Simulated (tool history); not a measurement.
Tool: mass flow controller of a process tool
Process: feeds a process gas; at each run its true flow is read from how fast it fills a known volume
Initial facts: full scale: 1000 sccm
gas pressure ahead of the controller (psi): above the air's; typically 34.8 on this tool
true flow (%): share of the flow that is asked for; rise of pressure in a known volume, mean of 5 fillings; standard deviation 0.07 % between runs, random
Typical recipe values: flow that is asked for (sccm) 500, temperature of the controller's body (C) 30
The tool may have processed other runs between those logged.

run,hour,flow that is asked for (sccm),gas pressure ahead of the controller (psi),temperature of the controller's body (C),true flow (%)
1,0.0,500,34.8,30,101.04
2,322.4,500,34.8,30,101.08
3,700.8,500,34.8,30,101.45
4,948.0,500,34.8,30,101.56
5,1352.3,500,34.8,30,101.83
6,1810.9,455,30.6,26,102.64
7,2079.0,500,38.4,30,101.93
8,2273.3,500,26.4,30,102.62

For run 9, what comes out?
9,2648.2,500,34.8,28,?

{"run 9": {"true flow (%)": 102.71}}
The same run, on a tool lacking any hidden state, would have yielded true flow (%) 99.12.

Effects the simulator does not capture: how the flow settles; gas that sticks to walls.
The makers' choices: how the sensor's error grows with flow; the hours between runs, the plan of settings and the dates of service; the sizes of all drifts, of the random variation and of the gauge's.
